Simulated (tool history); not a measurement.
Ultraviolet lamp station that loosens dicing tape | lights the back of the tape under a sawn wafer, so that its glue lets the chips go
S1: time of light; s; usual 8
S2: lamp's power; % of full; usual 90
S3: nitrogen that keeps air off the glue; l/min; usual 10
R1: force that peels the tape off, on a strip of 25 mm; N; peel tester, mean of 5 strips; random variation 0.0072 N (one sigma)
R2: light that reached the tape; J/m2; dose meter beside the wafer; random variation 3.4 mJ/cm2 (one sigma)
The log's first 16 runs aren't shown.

run 17 hour=200.4 | S1=6 S2=90 S3=10 | R1=0.668 R2=3300
run 18 hour=217.4 | S1=6 S2=90 S3=10 | R1=0.693 R2=3260
run 19 hour=224.8 | S1=6 S2=90 S3=10 | R1=0.708 R2=3250
run 20 hour=233.4 | S1=6 S2=90 S3=10 | R1=0.696 R2=3210
run 21 hour=249.4 | S1=6 S2=90 S3=10 | R1=0.712 R2=3240
run 22 hour=257.8 | S1=10 S2=90 S3=10 | R1=0.288 R2=5330
run 23 hour=268.4 | S1=10 S2=90 S3=10 | R1=0.288 R2=5350
run 24 hour=278.7 | S1=6 S2=91 S3=3 | R1=1.499 R2=3140
run 25 hour=294.8 | S1=5 S2=91 S3=3 | R1=1.885 R2=2640
run 26 hour=311.7 | S1=8 S2=83 S3=11 | R1=0.488 R2=3820
run 27 hour=326.5 | S1=12 S2=90 S3=7 | R1=0.262 R2=6200
run 28 hour=342.1 | S1=14 S2=69 S3=8 | R1=0.316 R2=5620
run 29 hour=358.5 | S1=7 S2=77 S3=13 | R1=0.636 R2=3070
run 30 hour=368.7 | S1=7 S2=77 S3=13 | R1=0.663 R2=3070
run 31 hour=382.9 | S1=10 S2=70 S3=10 | R1=0.484 R2=3930
run 32 hour=394.1 | S1=10 S2=70 S3=10 | R1=0.508 R2=3900
run 33 hour=402.9 | S1=10 S2=69 S3=5 | R1=0.859 R2=3890
run 34 hour=413.3 | S1=6 S2=80 S3=6 | R1=1.359 R2=2650
run 35 hour=429.2 | S1=6 S2=80 S3=6 | R1=1.348 R2=2650
run 36 hour=445.4 | S1=6 S2=80 S3=6 | R1=1.437 R2=2600
run 37 hour=460.6 | S1=11 S2=75 S3=10 | R1=0.381 R2=4510
run 38 hour=473.4 | S1=7 S2=88 S3=10 | R1=0.669 R2=3350
run 39 hour=489.7 | S1=6 S2=65 S3=6 | R1=1.856 R2=2070
run 40 hour=504.2 | S1=9 S2=82 S3=6 | R1=0.729 R2=3850

The next listed run, before its measurement:
run 41 hour=515.5 | S1=9 S2=82 S3=6 | R1=? R2=?

Run 41 gave R1 0.712 N, R2 3860 J/m2.
Without the tool's hidden state the same run would have given R1 0.35 N, R2 5660 J/m2.
